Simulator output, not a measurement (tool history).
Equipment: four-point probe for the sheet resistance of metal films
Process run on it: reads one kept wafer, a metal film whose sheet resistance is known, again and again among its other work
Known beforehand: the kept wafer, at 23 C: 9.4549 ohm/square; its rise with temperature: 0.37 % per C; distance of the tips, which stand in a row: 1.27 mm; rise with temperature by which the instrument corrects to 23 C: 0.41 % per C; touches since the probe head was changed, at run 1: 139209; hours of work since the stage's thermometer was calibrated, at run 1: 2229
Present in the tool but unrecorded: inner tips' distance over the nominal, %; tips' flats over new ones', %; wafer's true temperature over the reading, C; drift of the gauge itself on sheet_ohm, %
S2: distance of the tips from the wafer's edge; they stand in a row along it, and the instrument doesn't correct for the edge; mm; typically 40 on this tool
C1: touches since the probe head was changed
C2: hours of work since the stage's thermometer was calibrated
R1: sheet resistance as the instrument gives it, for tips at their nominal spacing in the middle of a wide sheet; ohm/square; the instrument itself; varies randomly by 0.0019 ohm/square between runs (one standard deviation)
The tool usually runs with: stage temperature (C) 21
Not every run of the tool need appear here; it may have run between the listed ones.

{"run": 1, "hour": 0.0, "stage temperature (C)": 21, "S2": 40, "C1": 139209, "C2": 2229, "R1": 9.544483}
{"run": 2, "hour": 141.7, "stage temperature (C)": 21, "S2": 40, "C1": 143198, "C2": 2310, "R1": 9.545652}
{"run": 3, "hour": 208.6, "stage temperature (C)": 21, "S2": 40, "C1": 145083, "C2": 2349, "R1": 9.547152}
{"run": 4, "hour": 314.7, "stage temperature (C)": 21, "S2": 40, "C1": 148070, "C2": 2410, "R1": 9.546021}
{"run": 5, "hour": 397.5, "stage temperature (C)": 29, "S2": 40, "C1": 150401, "C2": 2457, "R1": 9.512519}
{"run": 6, "hour": 470.0, "stage temperature (C)": 20, "S2": 40, "C1": 152440, "C2": 2499, "R1": 9.553814}
{"run": 7, "hour": 574.8, "stage temperature (C)": 20, "S2": 40, "C1": 155390, "C2": 2559, "R1": 9.557643}
{"run": 8, "hour": 685.0, "stage temperature (C)": 21, "S2": 40, "C1": 158493, "C2": 2622, "R1": 9.549486}
{"hour": 764.4, "done": "stage's thermometer calibrated"}
{"run": 9, "hour": 764.4, "stage temperature (C)": 21, "S2": 40, "C1": 160714, "C2": 0, "R1": 9.5438}
{"run": 10, "hour": 873.5, "stage temperature (C)": 21, "S2": 40, "C1": 163785, "C2": 63, "R1": 9.544246}
{"run": 11, "hour": 966.0, "stage temperature (C)": 23, "S2": 18, "C1": 166389, "C2": 116, "R1": 9.556292}
{"run": 12, "hour": 1040.3, "stage temperature (C)": 24, "S2": 6, "C1": 168482, "C2": 158, "R1": 9.753672}
{"run": 13, "hour": 1121.5, "stage temperature (C)": 25, "S2": 9, "C1": 170769, "C2": 205, "R1": 9.626914}
{"run": 14, "hour": 1202.4, "stage temperature (C)": 30, "S2": 16, "C1": 173046, "C2": 251, "R1": 9.536044}
{"run": 15, "hour": 1321.3, "stage temperature (C)": 30, "S2": 5, "C1": 176393, "C2": 320, "R1": 9.823234}
{"run": 16, "hour": 1454.0, "stage temperature (C)": 30, "S2": 5, "C1": 180128, "C2": 396, "R1": 9.82524}
{"run": 17, "hour": 1565.5, "stage temperature (C)": 21, "S2": 24, "C1": 183267, "C2": 460, "R1": 9.557329}
{"run": 18, "hour": 1634.2, "stage temperature (C)": 21, "S2": 24, "C1": 185202, "C2": 499, "R1": 9.560116}

Measured result minus the same run's result without the hidden state. Both carry the same run-to-run variation, though not necessarily the same gauge scatter:
run=1 R1=+0.076092
run=2 R1=+0.077550
run=3 R1=+0.078328
run=4 R1=+0.079479
run=5 R1=+0.079860
run=6 R1=+0.081234
run=7 R1=+0.082276
run=8 R1=+0.083286
run=9 R1=+0.073723
run=10 R1=+0.074879
run=11 R1=+0.075900
run=12 R1=+0.078127
run=13 R1=+0.077939
run=14 R1=+0.078079
run=15 R1=+0.081503
run=16 R1=+0.082859
run=17 R1=+0.082013
run=18 R1=+0.082805
